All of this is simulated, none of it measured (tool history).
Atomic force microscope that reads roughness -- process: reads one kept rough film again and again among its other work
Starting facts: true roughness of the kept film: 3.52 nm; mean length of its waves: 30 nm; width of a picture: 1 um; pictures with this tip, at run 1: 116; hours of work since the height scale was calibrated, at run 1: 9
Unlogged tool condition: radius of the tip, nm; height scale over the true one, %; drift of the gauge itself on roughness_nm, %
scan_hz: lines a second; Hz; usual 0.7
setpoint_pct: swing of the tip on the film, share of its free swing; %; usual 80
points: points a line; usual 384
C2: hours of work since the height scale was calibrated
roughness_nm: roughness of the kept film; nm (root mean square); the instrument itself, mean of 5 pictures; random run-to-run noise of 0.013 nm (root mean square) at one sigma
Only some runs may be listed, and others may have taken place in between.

Run 1, day 0: usual settings; pictures with this tip 116; C2 9. Result: roughness_nm 2.656 nm (root mean square).
Run 2, day 0.338: usual settings; pictures with this tip 126; C2 15. Result: roughness_nm 2.635 nm (root mean square).
Run 3, day 0.588: usual settings but points 811; pictures with this tip 133; C2 19. Result: roughness_nm 2.64 nm (root mean square).
Run 4, day 0.833: usual settings but points 811; pictures with this tip 140; C2 23. Result: roughness_nm 2.627 nm (root mean square).
Run 5, day 1.321: usual settings; pictures with this tip 155; C2 30. Result: roughness_nm 2.57 nm (root mean square).
Run 6, day 1.65: usual settings but setpoint_pct 76 %; pictures with this tip 164; C2 36. Result: roughness_nm 2.547 nm (root mean square).
Run 7, day 1.908: usual settings but setpoint_pct 76 %; pictures with this tip 172; C2 40. Result: roughness_nm 2.554 nm (root mean square).
Run 8, day 2.112: usual settings but setpoint_pct 76 %; pictures with this tip 178; C2 43. Result: roughness_nm 2.516 nm (root mean square).
Run 9, day 2.367: usual settings but setpoint_pct 76 %; pictures with this tip 186; C2 47. Result: roughness_nm 2.527 nm (root mean square).
Run 10, day 2.6: usual settings; pictures with this tip 192; C2 51. Result: roughness_nm 2.482 nm (root mean square).
Run 11, day 3.054: usual settings; pictures with this tip 206; C2 58. Result: roughness_nm 2.451 nm (root mean square).
Run 12, day 3.508: usual settings; pictures with this tip 219; C2 66. Result: roughness_nm 2.43 nm (root mean square).
Run 13, day 3.917: usual settings; pictures with this tip 231; C2 72. Result: roughness_nm 2.4 nm (root mean square).
Run 14, day 4.175: usual settings; pictures with this tip 239; C2 76. Result: roughness_nm 2.409 nm (root mean square).
Run 15, day 4.662: usual settings; pictures with this tip 253; C2 84. Result: roughness_nm 2.345 nm (root mean square).
Run 16, day 5.079: usual settings but scan_hz 1.116 Hz, points 942; pictures with this tip 265; C2 91. Result: roughness_nm 2.295 nm (root mean square).
Run 17, day 5.317: usual settings but scan_hz 1.116 Hz, points 942; pictures with this tip 272; C2 95. Result: roughness_nm 2.307 nm (root mean square).
Run 18, day 5.608: usual settings but scan_hz 1.116 Hz, points 942; pictures with this tip 281; C2 99. Result: roughness_nm 2.264 nm (root mean square).
Run 19, day 6.104: usual settings but scan_hz 1.116 Hz, points 942; pictures with this tip 295; C2 107. Result: roughness_nm 2.233 nm (root mean square).
Run 20, day 6.546: usual settings but scan_hz 1.95 Hz, points 942; pictures with this tip 308; C2 114. Result: roughness_nm 2.146 nm (root mean square).
Run 21, day 6.829: usual settings but scan_hz 1.95 Hz, points 942; pictures with this tip 317; C2 119. Result: roughness_nm 2.137 nm (root mean square).
At day 6.988: new tip fitted.
Run 22, day 7.338: usual settings but scan_hz 0.714 Hz, points 667; pictures with this tip 10; C2 127. Result: roughness_nm 3.007 nm (root mean square).
Run 23, day 7.642: usual settings but scan_hz 0.589 Hz, setpoint_pct 59 %, points 659; pictures with this tip 19; C2 132. Result: roughness_nm 3.072 nm (root mean square).
Run 24, day 8.029: usual settings but scan_hz 0.589 Hz, setpoint_pct 59 %, points 659; pictures with this tip 30; C2 138. Result: roughness_nm 3.024 nm (root mean square).
Run 25, day 8.512: usual settings but scan_hz 0.603 Hz, setpoint_pct 59 %, points 486; pictures with this tip 45; C2 146. Result: roughness_nm 2.986 nm (root mean square).
Run 26, day 8.796: usual settings but scan_hz 0.612 Hz, points 563; pictures with this tip 53; C2 150. Result: roughness_nm 2.911 nm (root mean square).
Run 27, day 9.058: usual settings but scan_hz 1.279 Hz, setpoint_pct 58 %, points 424; pictures with this tip 61; C2 155. Result: roughness_nm 2.897 nm (root mean square).
Run 28, day 9.475: usual settings but scan_hz 0.707 Hz, setpoint_pct 65 %, points 953; pictures with this tip 73; C2 161. Result: roughness_nm 2.898 nm (root mean square).
Run 29, day 9.683: usual settings but scan_hz 0.574 Hz, setpoint_pct 75 %, points 897; pictures with this tip 79; C2 165. Result: roughness_nm 2.831 nm (root mean square).

What differs in the tool's unlogged condition from the final listed run ahead of each entry between runs to the first listed run following it?
Run 21 -> run 22: new tip fitted (day 6.988)
  radius of the tip, nm: 33.4 -> 8.3; height scale over the true one, %: 0.21 -> 0.22
  difference, measured minus the result without the unlogged condition, roughness_nm: -0.779 -> -0.048 nm (root mean square)
